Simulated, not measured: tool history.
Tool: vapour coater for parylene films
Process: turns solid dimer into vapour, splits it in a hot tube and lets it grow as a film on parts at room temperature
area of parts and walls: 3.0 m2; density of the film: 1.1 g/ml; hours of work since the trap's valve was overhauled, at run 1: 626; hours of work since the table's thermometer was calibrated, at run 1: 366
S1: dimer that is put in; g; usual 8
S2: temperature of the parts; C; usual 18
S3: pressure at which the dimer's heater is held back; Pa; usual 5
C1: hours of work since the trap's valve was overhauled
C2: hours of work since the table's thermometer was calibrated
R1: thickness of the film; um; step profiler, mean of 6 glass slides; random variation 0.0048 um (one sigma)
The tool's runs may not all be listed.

run     day  S1  S2     S3   C1   C2     R1
  1       0   8  18      5  626  366  1.692
      1.462  -- trap's valve overhauled
  2   2.583   8  18      5   22  413  1.783
  3    4.65   8  18   6.11   62  453  1.695
  4   6.321   8  18      5   94  486  1.771
  5   7.412   8  18      5  116  507  1.774
  6   8.658   8  18      5  140  531  1.776
  7  10.904   6  25   2.55  184  575  1.107
  8  12.346  10  17   5.97  212  603  2.223
  9  14.725   8  18   4.63  258  649  1.801
 10  15.962   8  13  10.23  282  673  1.892
 11  18.267   3  15   2.85  327  718  0.864
 12  19.458   3  15   2.85  350  741  0.859

4 ways to go on from here, each from the tool as it stands after run 12. What would each give?
  A  20.721   8  10   2.27  374  766   ?
  B  20.721   8  14   7.25  374  766   ?
  C  20.721   3  15   9.92  374  766   ?
  D  20.721   4  18  10.06  374  766   ?

run     R1
  A  2.297
  B  1.958
  C  0.645
  D   0.74
Without the tool's hidden state the same runs would have given:
run     R1
  A  2.382
  B  1.981
  C  0.653
  D  0.749
